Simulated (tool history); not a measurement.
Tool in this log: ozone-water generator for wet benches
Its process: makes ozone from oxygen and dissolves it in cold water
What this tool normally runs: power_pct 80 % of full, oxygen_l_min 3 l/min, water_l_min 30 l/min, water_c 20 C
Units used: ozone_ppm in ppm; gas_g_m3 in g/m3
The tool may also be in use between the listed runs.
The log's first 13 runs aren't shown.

| run | hour | power_pct | oxygen_l_min | water_l_min | water_c | ozone_ppm | gas_g_m3 |
|---|---|---|---|---|---|---|---|
| 14 | 500.4 | 45 | 3 | 30 | 20 | 7.8 | 155.6 |
| 15 | 553.7 | 45 | 3 | 30 | 21 | 7.5 | 158.6 |
| 16 | 592.4 | 80 | 2.6 | 30 | 20 | 11.5 | 266.2 |
| 17 | 635.7 | 80 | 2.6 | 30 | 20 | 11.6 | 266 |
| 18 | 670.9 | 98 | 3.17 | 28 | 24 | 15.5 | 298.2 |
| 19 | 702.7 | 54 | 2.83 | 35 | 24 | 7.3 | 187.4 |
| 20 | 752.2 | 80 | 3 | 21 | 13 | 18.9 | 256.7 |
| 21 | 791.2 | 80 | 3 | 21 | 13 | 18.7 | 254.2 |
| 22 | 823.9 | 80 | 3 | 21 | 13 | 18.7 | 258.7 |
| 23 | 849.1 | 80 | 3 | 43 | 13 | 8.6 | 258.1 |
| 24 | 888.8 | 83 | 3.07 | 19 | 15 | 20.9 | 264.2 |
| 25 | 938.7 | 83 | 5.17 | 26 | 15 | 18.9 | 223.8 |
| 26 | 982.5 | 80 | 3.11 | 30 | 26 | 11.8 | 256.6 |
| 27 | 1029.4 | 80 | 3 | 30 | 18 | 12.4 | 255.5 |
| 28 | 1078.9 | 55 | 3 | 30 | 13 | 9.7 | 187.5 |
| 29 | 1108 | 57 | 3.97 | 23 | 20 | 13.3 | 176.4 |
| 30 | 1138.2 | 54 | 1.79 | 30 | 16 | 7.1 | 218.3 |
| 31 | 1185.7 | 44 | 3 | 30 | 20 | 7.6 | 155.8 |
| 32 | 1232.8 | 85 | 4.72 | 30 | 20 | 15.6 | 235.2 |
| 33 | 1264.8 | 44 | 4.72 | 30 | 12 | 9.6 | 134.7 |

Consider 4 possible next runs. They are alternatives, not a sequence: every one starts from the tool as it was left by run 33. What does each give?
| A | 1303.4 | 44 | 3.16 | 30 | 12 | ? | ? |
| B | 1303.4 | 52 | 4.72 | 30 | 12 | ? | ? |
| C | 1303.4 | 70 | 3 | 28 | 12 | ? | ? |
| D | 1303.4 | 44 | 4.72 | 30 | 24 | ? | ? |

| run | ozone_ppm | gas_g_m3 |
|---|---|---|
| A | 8.2 | 153 |
| B | 11.1 | 155.5 |
| C | 12.6 | 230.6 |
| D | 8.6 | 134.6 |
Had the tool no hidden state, the same runs would have come out as:
| run | ozone_ppm | gas_g_m3 |
|---|---|---|
| A | 8.2 | 149.5 |
| B | 11.1 | 152 |
| C | 12.6 | 225.4 |
| D | 8.6 | 131.6 |

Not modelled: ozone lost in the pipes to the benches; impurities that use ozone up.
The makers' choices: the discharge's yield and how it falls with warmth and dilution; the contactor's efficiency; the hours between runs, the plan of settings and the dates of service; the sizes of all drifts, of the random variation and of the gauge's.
